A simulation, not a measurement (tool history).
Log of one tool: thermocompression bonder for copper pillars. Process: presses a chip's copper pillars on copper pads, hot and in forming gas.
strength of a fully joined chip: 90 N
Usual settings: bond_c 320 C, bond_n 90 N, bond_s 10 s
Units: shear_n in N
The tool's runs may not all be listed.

{"run": 1, "hour": 0.0, "bond_c": 320, "bond_n": 90, "bond_s": 10, "shear_n": 34.0}
{"run": 2, "hour": 23.5, "bond_c": 320, "bond_n": 90, "bond_s": 10, "shear_n": 33.9}
{"run": 3, "hour": 71.0, "bond_c": 320, "bond_n": 90, "bond_s": 10, "shear_n": 34.9}
{"run": 4, "hour": 92.8, "bond_c": 320, "bond_n": 90, "bond_s": 10, "shear_n": 33.9}
{"run": 5, "hour": 117.1, "bond_c": 320, "bond_n": 90, "bond_s": 10, "shear_n": 33.9}
{"run": 6, "hour": 161.1, "bond_c": 320, "bond_n": 90, "bond_s": 10, "shear_n": 33.8}
{"run": 7, "hour": 210.0, "bond_c": 320, "bond_n": 90, "bond_s": 14, "shear_n": 38.3}
{"hour": 218.2, "done": "forming gas filter changed"}
{"run": 8, "hour": 239.0, "bond_c": 320, "bond_n": 90, "bond_s": 14, "shear_n": 39.0}
{"run": 9, "hour": 271.6, "bond_c": 320, "bond_n": 90, "bond_s": 14, "shear_n": 39.0}
{"run": 10, "hour": 315.1, "bond_c": 320, "bond_n": 90, "bond_s": 14, "shear_n": 39.6}
{"run": 11, "hour": 347.8, "bond_c": 294, "bond_n": 90, "bond_s": 14, "shear_n": 28.1}
{"run": 12, "hour": 395.9, "bond_c": 294, "bond_n": 90, "bond_s": 14, "shear_n": 27.6}
{"run": 13, "hour": 424.3, "bond_c": 294, "bond_n": 90, "bond_s": 14, "shear_n": 27.8}
{"run": 14, "hour": 448.3, "bond_c": 312, "bond_n": 111, "bond_s": 5, "shear_n": 27.7}
{"run": 15, "hour": 474.3, "bond_c": 312, "bond_n": 111, "bond_s": 5, "shear_n": 28.4}
{"run": 16, "hour": 515.0, "bond_c": 320, "bond_n": 113, "bond_s": 25, "shear_n": 56.5}
{"hour": 531.8, "done": "forming gas filter changed"}
{"run": 17, "hour": 537.3, "bond_c": 320, "bond_n": 121, "bond_s": 25, "shear_n": 59.5}

5 ways to go on from here, each from the tool as it stands after run 17. What would each give?
{"hour": 554.7, "done": "force cell calibrated"}
{"run": "A", "hour": 582.4, "bond_c": 342, "bond_n": 56, "bond_s": 7, "shear_n": "?"}
{"hour": 554.7, "done": "force cell calibrated"}
{"run": "B", "hour": 582.4, "bond_c": 320, "bond_n": 83, "bond_s": 25, "shear_n": "?"}
{"hour": 554.7, "done": "force cell calibrated"}
{"run": "C", "hour": 582.4, "bond_c": 320, "bond_n": 69, "bond_s": 7, "shear_n": "?"}
{"hour": 554.7, "done": "force cell calibrated"}
{"run": "D", "hour": 582.4, "bond_c": 302, "bond_n": 90, "bond_s": 10, "shear_n": "?"}
{"hour": 554.7, "done": "force cell calibrated"}
{"run": "E", "hour": 582.4, "bond_c": 346, "bond_n": 90, "bond_s": 10, "shear_n": "?"}

run=A shear_n=27.6
run=B shear_n=47.8
run=C shear_n=24.9
run=D shear_n=29.2
run=E shear_n=48.8
Without the tool's hidden state the same runs would have given:
run=A shear_n=26.4
run=B shear_n=46.0
run=C shear_n=23.7
run=D shear_n=27.8
run=E shear_n=47.1

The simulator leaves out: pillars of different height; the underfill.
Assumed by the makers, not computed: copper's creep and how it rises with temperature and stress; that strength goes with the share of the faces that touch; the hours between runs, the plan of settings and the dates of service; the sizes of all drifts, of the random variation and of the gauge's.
